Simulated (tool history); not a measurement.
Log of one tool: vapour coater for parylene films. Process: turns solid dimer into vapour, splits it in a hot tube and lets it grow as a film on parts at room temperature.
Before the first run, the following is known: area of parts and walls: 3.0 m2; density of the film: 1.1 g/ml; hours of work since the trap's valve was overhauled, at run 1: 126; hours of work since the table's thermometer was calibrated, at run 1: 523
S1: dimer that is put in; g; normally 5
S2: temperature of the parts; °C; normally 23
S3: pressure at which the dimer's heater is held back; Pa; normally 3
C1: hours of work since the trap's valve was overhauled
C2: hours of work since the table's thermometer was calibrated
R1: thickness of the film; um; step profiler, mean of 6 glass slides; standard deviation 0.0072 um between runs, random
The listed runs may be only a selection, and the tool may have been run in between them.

run,hour,S1,S2,S3,C1,C2,R1
1,0,5,23,3,126,523,0.75
2,11.5,5,29,3,135,532,0.608
3,36,5,23,8.24,154,552,0.688
4,60.2,5,23,3.63,174,571,0.743
5,85.6,5,19,3,194,591,0.868
6,99.6,5,19,3,205,602,0.888
7,123.5,5,19,3,224,621,0.883
# hour 138.3: trap's valve overhauled
8,150.3,5,19,3,10,640,0.895
9,172.1,5,19,3,27,657,0.883
10,187,5,19,3,39,669,0.887
11,210.7,5,31,3,58,688,0.563
12,229.2,5,24,3,73,703,0.731
13,250.8,5,24,3,90,720,0.732
14,261.2,5,23,2.03,98,728,0.796
15,283.9,5,23,2.03,116,746,0.797
16,299.5,5,23,2.03,129,759,0.789
17,319.8,5,23,3,145,775,0.759
18,334,5,23,3,156,786,0.752
19,352,5,23,3,171,801,0.771
20,377.2,5,23,3,191,821,0.753
21,402.5,5,23,5.37,211,841,0.716
22,414.4,5,23,2.94,220,851,0.76

Run 23 is up next; what results do you expect?
# hour 433.2: trap's valve overhauled
23,436.3,5,23,3,3,865,?

R1: 0.759 um
If the tool had no hidden condition, the same run with the same run-to-run variation would have returned R1 0.759 um.
